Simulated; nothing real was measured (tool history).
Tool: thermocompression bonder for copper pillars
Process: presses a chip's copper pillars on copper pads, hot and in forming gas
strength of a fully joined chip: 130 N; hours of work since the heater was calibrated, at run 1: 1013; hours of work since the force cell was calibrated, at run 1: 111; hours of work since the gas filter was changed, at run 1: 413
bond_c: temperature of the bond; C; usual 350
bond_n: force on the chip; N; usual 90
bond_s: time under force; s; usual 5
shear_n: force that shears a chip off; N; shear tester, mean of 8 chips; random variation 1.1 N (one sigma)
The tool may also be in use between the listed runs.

run,day,bond_c,bond_n,bond_s,hours of work since the heater was calibrated,hours of work since the force cell was calibrated,hours of work since the gas filter was changed,shear_n
1,0,350,90,5,1013,111,413,91.9
2,0.392,380,90,5,1020,118,421,106.4
3,0.696,337,90,5,1026,124,426,81.9
4,0.933,350,90,5,1030,128,431,92
# day 1.304: forming gas filter changed
5,1.304,350,114,5,1036,135,0,110.5
6,1.538,350,114,5,1041,139,4,110.2
7,1.825,350,90,3,1046,144,10,90.4
8,1.992,350,90,3,1049,148,13,90.8
9,2.308,350,90,3,1055,153,19,89.7
10,2.592,350,90,3,1060,159,24,89.6
11,2.846,350,90,3,1065,163,29,89.8
12,3.162,357,76,3,1071,169,35,85.6
# day 3.25: force cell calibrated
13,3.621,341,98,7,1078,7,42,105.5
14,3.792,322,95,7,1082,10,45,91.3
15,4.054,350,59,5,1086,15,50,81.6
16,4.35,350,103,5,1092,20,56,106.2
17,4.546,350,103,5,1096,24,59,106.7
18,4.95,370,79,3,1103,32,67,97.2
19,5.333,329,92,7,1110,39,74,93.5
# day 5.433: force cell calibrated, once more
20,5.658,329,92,7,1115,4,79,94.6
21,5.971,329,92,7,1121,10,85,94.9
22,6.304,358,94,5,1127,16,91,104.8

Forecast each of these 4 alternatives for the next run:
A,6.621,329,94,4,1133,22,97,?
B,6.621,358,119,5,1133,22,97,?
C,6.621,358,94,6,1133,22,97,?
D,6.621,350,74,5,1133,22,97,?

run,shear_n
A,82.4
B,115.9
C,107.2
D,92.3
Without the tool's hidden state the same runs would have given:
run,shear_n
A,77.2
B,114.2
C,104.8
D,87.9
